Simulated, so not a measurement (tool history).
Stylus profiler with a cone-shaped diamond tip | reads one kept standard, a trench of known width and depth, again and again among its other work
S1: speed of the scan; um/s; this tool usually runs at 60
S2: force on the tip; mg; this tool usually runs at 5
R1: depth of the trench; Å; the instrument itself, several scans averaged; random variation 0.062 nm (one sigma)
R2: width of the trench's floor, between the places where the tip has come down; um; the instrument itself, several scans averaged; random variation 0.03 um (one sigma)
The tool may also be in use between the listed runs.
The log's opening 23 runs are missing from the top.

Run 24, hour 2060.4: usual settings but S1 41 um/s, S2 3.22 mg. Result: R1 2030.6 Å, R2 26.91 um.
Run 25, hour 2190.5: usual settings but S1 50 um/s, S2 3.73 mg. Result: R1 2034.5 Å, R2 26.92 um.
At hour 2272.6: new tip fitted, height scale calibrated.
Run 26, hour 2329.9: usual settings but S1 45 um/s, S2 12.08 mg. Result: R1 2073.8 Å, R2 27.11 um.
Run 27, hour 2399.6: usual settings but S1 20 um/s, S2 4.86 mg. Result: R1 2041 Å, R2 27.14 um.
Run 28, hour 2480.1: usual settings but S1 205 um/s, S2 4.86 mg. Result: R1 2038.9 Å, R2 26.39 um.
Run 29, hour 2593.6: usual settings but S1 16 um/s, S2 1.96 mg. Result: R1 2022 Å, R2 27.1 um.
Run 30, hour 2710.4: usual settings but S1 16 um/s, S2 1.96 mg. Result: R1 2021.6 Å, R2 27.1 um.
Run 31, hour 2785.1: usual settings but S1 173 um/s, S2 11.62 mg. Result: R1 2071.5 Å, R2 26.76 um.
Run 32, hour 2900.2: usual settings but S1 196 um/s, S2 2.67 mg. Result: R1 2027 Å, R2 26.1 um.
Run 33, hour 3028: usual settings but S1 196 um/s, S2 2.67 mg. Result: R1 2027 Å, R2 26.07 um.
Run 34, hour 3158.7: usual settings but S1 196 um/s, S2 2.67 mg. Result: R1 2025.4 Å, R2 26.09 um.
Run 35, hour 3267.5: usual settings but S1 196 um/s, S2 2.67 mg. Result: R1 2027.7 Å, R2 26.08 um.
Run 36, hour 3378.1: usual settings but S1 196 um/s, S2 2.67 mg. Result: R1 2025.9 Å, R2 26.07 um.
Run 37, hour 3449.4: usual settings but S1 20 um/s, S2 11.45 mg. Result: R1 2071.3 Å, R2 27.09 um.
Run 38, hour 3532.3: usual settings but S1 185 um/s, S2 13.62 mg. Result: R1 2079.5 Å, R2 26.78 um.
Run 39, hour 3654.9: usual settings but S1 77 um/s, S2 6.45 mg. Result: R1 2048.5 Å, R2 26.91 um.
Run 40, hour 3714.1: usual settings but S1 77 um/s, S2 6.45 mg. Result: R1 2049 Å, R2 26.95 um.
Run 41, hour 3786.9: usual settings but S1 31 um/s, S2 5.84 mg. Result: R1 2046.1 Å, R2 27.11 um.
Run 42, hour 3847.4: usual settings but S1 74 um/s, S2 1.89 mg. Result: R1 2021.8 Å, R2 26.69 um.
Run 43, hour 3939: usual settings but S1 179 um/s, S2 2.05 mg. Result: R1 2022.7 Å, R2 26.11 um.
Run 44, hour 3998.9: usual settings but S1 193 um/s, S2 1.93 mg. Result: R1 2021.8 Å, R2 25.92 um.
At hour 4023.9: height scale calibrated on a step standard.
Run 45, hour 4120.3: usual settings but S1 43 um/s, S2 1.73 mg. Result: R1 2020.4 Å, R2 26.86 um.

Predict each of these 5 candidate next runs independently; none follows another, all start after run 45:
Run A, hour 4191.9: usual settings but S1 124 um/s, S2 1.73 mg. Result: R1 ?, R2 ?.
Run B, hour 4191.9: usual settings but S1 43 um/s, S2 2.67 mg. Result: R1 ?, R2 ?.
Run C, hour 4191.9: usual settings but S2 2.71 mg. Result: R1 ?, R2 ?.
Run D, hour 4191.9: usual settings but S1 73 um/s, S2 4.42 mg. Result: R1 ?, R2 ?.
Run E, hour 4191.9: usual settings but S1 32 um/s, S2 2.71 mg. Result: R1 ?, R2 ?.

run      R1     R2
  A  2019.7  26.33
  B  2026.4  26.94
  C  2027.9  26.85
  D  2037.3  26.89
  E  2026.4  27.05
Without the tool's hidden state the same runs would have given:
run      R1     R2
  A  2019.7  26.34
  B  2026.4  26.96
  C  2027.9  26.86
  D  2037.3  26.91
  E  2026.4  27.06
